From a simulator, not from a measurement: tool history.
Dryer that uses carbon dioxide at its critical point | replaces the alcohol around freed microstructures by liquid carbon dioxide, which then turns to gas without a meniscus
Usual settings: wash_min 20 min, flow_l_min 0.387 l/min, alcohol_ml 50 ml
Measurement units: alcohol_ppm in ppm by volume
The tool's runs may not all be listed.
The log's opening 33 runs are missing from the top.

run   hour  wash_min  flow_l_min  alcohol_ml  hours of work since the filter was changed  hours of work since the purifier's bed was changed  alcohol_ppm
 34  567.1        23       0.474          50                                         226                                                 979          178
 35  585.8        23       0.474          50                                         239                                                 992          186
 36  598.2        23       0.474          50                                         247                                                1000          189
 37  611.7        12       0.570          50                                         256                                                1009          275
 38  626.1        20       0.352          50                                         265                                                1018          271
     647.6  -- purifier's bed changed
 39  648.8        31       0.352          63                                         278                                                   1           12
 40  658.8        12       0.387          30                                         285                                                   7          456
 41  669.3        16       0.482          26                                         292                                                  14           32
 42  679.2        21       0.373         104                                         299                                                  21          105
 43  702.2        16       0.342          43                                         314                                                  36          329
 44  725.4        16       0.342          43                                         329                                                  51          329
 45  746.8        12       0.342          95                                         343                                                  66         2457
 46  760.7        13       0.253          65                                         352                                                  75         3437
 47  783.6        13       0.253          65                                         368                                                  90         3441

Each row is a separate what-if for the run after 47, all from the same tool condition, not one after another. Results?
  A  793.2        16       0.387          50                                         374                                                  96            ?
  B  793.2        22       0.250          68                                         374                                                  96            ?
  C  793.2        14       0.233          24                                         374                                                  96            ?
  D  793.2        20       0.387         106                                         374                                                  96            ?

run  alcohol_ppm
  A          230
  B          536
  C         1335
  D          133
The same runs, with their run-to-run variation unchanged, on a tool lacking any hidden condition would have given:
run  alcohol_ppm
  A          131
  B          332
  C         1008
  D           65
